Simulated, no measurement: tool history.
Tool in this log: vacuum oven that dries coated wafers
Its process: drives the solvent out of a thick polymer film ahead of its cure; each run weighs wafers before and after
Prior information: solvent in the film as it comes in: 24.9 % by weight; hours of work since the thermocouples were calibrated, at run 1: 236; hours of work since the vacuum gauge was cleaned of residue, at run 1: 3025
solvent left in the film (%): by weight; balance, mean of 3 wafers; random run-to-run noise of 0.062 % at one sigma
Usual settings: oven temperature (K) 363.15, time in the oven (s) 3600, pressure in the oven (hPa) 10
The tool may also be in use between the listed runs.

run,hour,oven temperature (K),time in the oven (s),pressure in the oven (hPa),hours of work since the thermocouples were calibrated,hours of work since the vacuum gauge was cleaned of residue,solvent left in the film (%)
1,0,363.15,3600,10,236,3025,3.68
2,67.1,363.15,3600,10,286,3075,3.81
3,141.8,363.15,3600,10,341,3130,3.66
4,247,363.15,3600,10,419,3208,3.72
5,336.5,363.15,3600,10,486,3275,3.68
6,431.3,363.15,3600,10,556,3345,3.74
# hour 523.8: oven's thermocouples calibrated
7,535.6,363.15,3600,10,9,3421,3.59
# hour 589.6: vacuum gauge cleaned of residue and calibrated
8,590.8,352.15,3600,10,49,1,9.39
9,647.5,373.15,3600,10,91,43,1.04
10,727,363.15,3600,10,150,102,3.72
11,803.5,363.15,3600,10,206,159,3.61
12,864,363.15,3600,26.9,251,204,5.39
13,931.1,363.15,3600,26.9,301,253,5.37
14,982.1,350.15,3600,26.9,339,291,12.28
15,1055,370.15,2220,10,393,345,3.41
16,1139,370.15,2220,10,455,408,3.41
17,1221.6,363.15,3180,10,516,469,4.36
18,1311.1,363.15,3180,10,583,535,4.29
# hour 1365.3: oven's thermocouples calibrated
19,1422,363.15,3600,11.5,42,616,3.78
20,1490.2,352.15,4980,12.7,93,667,7.43
21,1607.7,352.15,4980,12.7,180,754,7.33
22,1700.5,368.15,2820,25.8,249,822,4.19
23,1791.2,360.15,2640,25.8,316,890,8.47
24,1871,366.15,1920,6.7,375,949,5.83
25,1955.6,366.15,1920,6.7,438,1012,5.85
26,2014,366.15,1920,6.7,481,1055,5.95
27,2072.4,363.15,3840,16.3,524,1098,3.95

Hidden condition of the tool, last listed run before each entry between runs versus first listed run after:
From run 6 to run 7: oven's thermocouples calibrated (hour 523.8)
  true wafer temperature over the reading, C: 0.02 -> 0; true pressure over the reading, kPa: 0.023 -> 0.024
From run 7 to run 8: vacuum gauge cleaned of residue and calibrated (hour 589.6)
  true pressure over the reading, kPa: 0.024 -> 0
From run 18 to run 19: oven's thermocouples calibrated (hour 1365.3)
  true wafer temperature over the reading, C: 0.02 -> 0; true pressure over the reading, kPa: 0.004 -> 0.005

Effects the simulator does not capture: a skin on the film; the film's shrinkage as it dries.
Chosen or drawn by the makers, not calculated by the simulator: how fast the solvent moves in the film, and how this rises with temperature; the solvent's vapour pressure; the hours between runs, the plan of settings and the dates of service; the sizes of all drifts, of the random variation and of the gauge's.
